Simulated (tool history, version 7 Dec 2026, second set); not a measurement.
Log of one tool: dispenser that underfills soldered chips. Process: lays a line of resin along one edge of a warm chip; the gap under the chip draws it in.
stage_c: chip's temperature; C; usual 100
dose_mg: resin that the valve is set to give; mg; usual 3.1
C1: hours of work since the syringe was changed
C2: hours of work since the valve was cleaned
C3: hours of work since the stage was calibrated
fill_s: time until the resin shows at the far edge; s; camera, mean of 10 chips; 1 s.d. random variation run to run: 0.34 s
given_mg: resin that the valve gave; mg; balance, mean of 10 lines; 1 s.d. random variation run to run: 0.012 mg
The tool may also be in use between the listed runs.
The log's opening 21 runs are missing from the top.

-- hour=197.2 new syringe of resin
run 22 hour=203.5 | stage_c=103 dose_mg=3.91 | C1=5 C2=78 C3=268 | fill_s=19.5 given_mg=3.74
-- hour=213.3 new syringe of resin
run 23 hour=214.4 | stage_c=100 dose_mg=2.6 | C1=1 C2=86 C3=277 | fill_s=17.2 given_mg=2.46
run 24 hour=221.6 | stage_c=104 dose_mg=3.1 | C1=7 C2=92 C3=282 | fill_s=21 given_mg=2.95
-- hour=224.3 dispensing valve cleaned and set on the balance
run 25 hour=228 | stage_c=100 dose_mg=3.11 | C1=11 C2=3 C3=287 | fill_s=31.9 given_mg=3.11
-- hour=229.6 new syringe of resin
run 26 hour=237.4 | stage_c=100 dose_mg=3.11 | C1=6 C2=10 C3=294 | fill_s=24.1 given_mg=3.11
-- hour=245.6 new syringe of resin
run 27 hour=250 | stage_c=100 dose_mg=3.11 | C1=3 C2=20 C3=303 | fill_s=20.2 given_mg=3.08
-- hour=260.6 new syringe of resin
run 28 hour=262.3 | stage_c=100 dose_mg=3.11 | C1=1 C2=29 C3=313 | fill_s=15.9 given_mg=3.06
run 29 hour=274.1 | stage_c=89 dose_mg=3.54 | C1=11 C2=38 C3=322 | fill_s=45.8 given_mg=3.46
-- hour=276 new syringe of resin
run 30 hour=284.1 | stage_c=110 dose_mg=2.82 | C1=6 C2=46 C3=330 | fill_s=17.4 given_mg=2.76
-- hour=291 new syringe of resin
run 31 hour=292.8 | stage_c=90 dose_mg=3.32 | C1=1 C2=53 C3=336 | fill_s=22.9 given_mg=3.26
run 32 hour=303.6 | stage_c=100 dose_mg=3.39 | C1=10 C2=61 C3=345 | fill_s=29.1 given_mg=3.28
-- hour=306.1 new syringe of resin
run 33 hour=309.2 | stage_c=96 dose_mg=3.37 | C1=2 C2=65 C3=349 | fill_s=21.2 given_mg=3.25
run 34 hour=315.1 | stage_c=94 dose_mg=2.91 | C1=7 C2=70 C3=354 | fill_s=32.2 given_mg=2.83

Consider 5 possible next runs. They are alternatives, not a sequence: every one starts from the tool as it was left by run 34. What does each give?
-- hour=321.6 new syringe of resin
run A hour=324.3 | stage_c=99 dose_mg=3.1 | C1=2 C2=77 C3=361 | fill_s=? given_mg=?
-- hour=321.6 new syringe of resin
run B hour=324.3 | stage_c=94 dose_mg=3.84 | C1=2 C2=77 C3=361 | fill_s=? given_mg=?
-- hour=321.6 new syringe of resin
run C hour=324.3 | stage_c=100 dose_mg=3.81 | C1=2 C2=77 C3=361 | fill_s=? given_mg=?
-- hour=321.6 new syringe of resin
run D hour=324.3 | stage_c=112 dose_mg=2.91 | C1=2 C2=77 C3=361 | fill_s=? given_mg=?
-- hour=321.6 new syringe of resin
run E hour=324.3 | stage_c=90 dose_mg=2.71 | C1=2 C2=77 C3=361 | fill_s=? given_mg=?

run=A fill_s=18.3 given_mg=2.97
run=B fill_s=21.3 given_mg=3.68
run=C fill_s=17.4 given_mg=3.66
run=D fill_s=11.3 given_mg=2.8
run=E fill_s=26.8 given_mg=2.6
Without the tool's unlogged condition, the same runs would have read:
run=A fill_s=17 given_mg=3.08
run=B fill_s=19.9 given_mg=3.82
run=C fill_s=16.2 given_mg=3.8
run=D fill_s=10.3 given_mg=2.91
run=E fill_s=24.7 given_mg=2.7

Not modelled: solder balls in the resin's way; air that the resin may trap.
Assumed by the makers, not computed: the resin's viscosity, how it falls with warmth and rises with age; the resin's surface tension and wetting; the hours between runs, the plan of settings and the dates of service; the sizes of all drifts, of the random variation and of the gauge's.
